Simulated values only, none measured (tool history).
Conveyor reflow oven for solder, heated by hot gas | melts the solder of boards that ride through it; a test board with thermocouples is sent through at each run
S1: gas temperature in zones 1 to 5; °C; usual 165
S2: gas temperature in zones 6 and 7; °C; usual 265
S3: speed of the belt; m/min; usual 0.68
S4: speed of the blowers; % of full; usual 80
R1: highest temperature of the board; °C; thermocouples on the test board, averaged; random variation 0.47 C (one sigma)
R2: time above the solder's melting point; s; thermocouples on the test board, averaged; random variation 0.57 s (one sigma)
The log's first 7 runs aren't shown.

{"run": 8, "hour": 66.6, "S1": 165, "S2": 265, "S3": 0.68, "S4": 80, "R1": 249.9, "R2": 43.1}
{"run": 9, "hour": 73.6, "S1": 165, "S2": 265, "S3": 0.68, "S4": 80, "R1": 250.1, "R2": 43}
{"run": 10, "hour": 83.2, "S1": 165, "S2": 265, "S3": 0.68, "S4": 80, "R1": 249.3, "R2": 43.5}
{"run": 11, "hour": 99.4, "S1": 165, "S2": 265, "S3": 0.68, "S4": 80, "R1": 250.2, "R2": 43.3}
{"run": 12, "hour": 111.8, "S1": 159, "S2": 265, "S3": 0.68, "S4": 80, "R1": 248.2, "R2": 40.4}
{"run": 13, "hour": 121.2, "S1": 159, "S2": 265, "S3": 0.68, "S4": 80, "R1": 248.8, "R2": 41.1}
{"run": 14, "hour": 128.2, "S1": 159, "S2": 265, "S3": 0.68, "S4": 80, "R1": 248.8, "R2": 41.1}
{"run": 15, "hour": 137.8, "S1": 165, "S2": 265, "S3": 0.68, "S4": 80, "R1": 249.7, "R2": 41.9}
{"run": 16, "hour": 153.8, "S1": 176, "S2": 265, "S3": 0.75, "S4": 80, "R1": 247.3, "R2": 40}
{"run": 17, "hour": 160.8, "S1": 176, "S2": 265, "S3": 0.75, "S4": 80, "R1": 248.2, "R2": 40.4}
{"hour": 166.3, "done": "belt drive overhauled, speed set with a stopwatch"}
{"run": 18, "hour": 176.4, "S1": 176, "S2": 265, "S3": 0.75, "S4": 80, "R1": 248.3, "R2": 40.3}
{"run": 19, "hour": 190.7, "S1": 176, "S2": 265, "S3": 0.634, "S4": 71, "R1": 250.7, "R2": 50.7}
{"hour": 200.8, "done": "belt drive overhauled, speed set with a stopwatch, once more"}
{"run": 20, "hour": 209.7, "S1": 179, "S2": 265, "S3": 0.68, "S4": 80, "R1": 250.1, "R2": 47.5}
{"run": 21, "hour": 216.7, "S1": 154, "S2": 279, "S3": 0.68, "S4": 80, "R1": 260.4, "R2": 45.8}
{"run": 22, "hour": 231.9, "S1": 154, "S2": 279, "S3": 0.68, "S4": 80, "R1": 259.7, "R2": 46.1}
{"run": 23, "hour": 245.2, "S1": 154, "S2": 279, "S3": 0.68, "S4": 80, "R1": 259.7, "R2": 46.2}
{"run": 24, "hour": 251.9, "S1": 163, "S2": 279, "S3": 0.68, "S4": 65, "R1": 256.7, "R2": 46.1}
{"run": 25, "hour": 260.9, "S1": 165, "S2": 261, "S3": 0.558, "S4": 80, "R1": 249.7, "R2": 55}
{"run": 26, "hour": 274.3, "S1": 152, "S2": 274, "S3": 0.66, "S4": 75, "R1": 254.8, "R2": 44}
{"run": 27, "hour": 290.4, "S1": 166, "S2": 274, "S3": 0.66, "S4": 70, "R1": 256.1, "R2": 48.3}
{"run": 28, "hour": 303.2, "S1": 165, "S2": 265, "S3": 0.765, "S4": 80, "R1": 244.3, "R2": 33.7}
{"run": 29, "hour": 311.8, "S1": 165, "S2": 265, "S3": 0.765, "S4": 80, "R1": 244.5, "R2": 33.7}
{"run": 30, "hour": 321.5, "S1": 165, "S2": 265, "S3": 0.765, "S4": 80, "R1": 244.1, "R2": 34.2}

Forecast each of these 5 alternatives for the next run:
{"run": "A", "hour": 329.9, "S1": 152, "S2": 265, "S3": 0.626, "S4": 53, "R1": "?", "R2": "?"}
{"run": "B", "hour": 329.9, "S1": 159, "S2": 276, "S3": 0.765, "S4": 80, "R1": "?", "R2": "?"}
{"run": "C", "hour": 329.9, "S1": 170, "S2": 265, "S3": 0.765, "S4": 66, "R1": "?", "R2": "?"}
{"run": "D", "hour": 329.9, "S1": 153, "S2": 265, "S3": 0.549, "S4": 71, "R1": "?", "R2": "?"}
{"run": "E", "hour": 329.9, "S1": 165, "S2": 255, "S3": 0.809, "S4": 87, "R1": "?", "R2": "?"}

run=A R1=242.6 R2=36.5
run=B R1=252.6 R2=37.4
run=C R1=242.9 R2=32.7
run=D R1=250.9 R2=53.3
run=E R1=235.9 R2=25.5
Without the tool's hidden state the same runs would have given:
run=A R1=247.4 R2=41.1
run=B R1=258.7 R2=41
run=C R1=248.1 R2=36.9
run=D R1=255.5 R2=57.2
run=E R1=241.4 R2=30.7

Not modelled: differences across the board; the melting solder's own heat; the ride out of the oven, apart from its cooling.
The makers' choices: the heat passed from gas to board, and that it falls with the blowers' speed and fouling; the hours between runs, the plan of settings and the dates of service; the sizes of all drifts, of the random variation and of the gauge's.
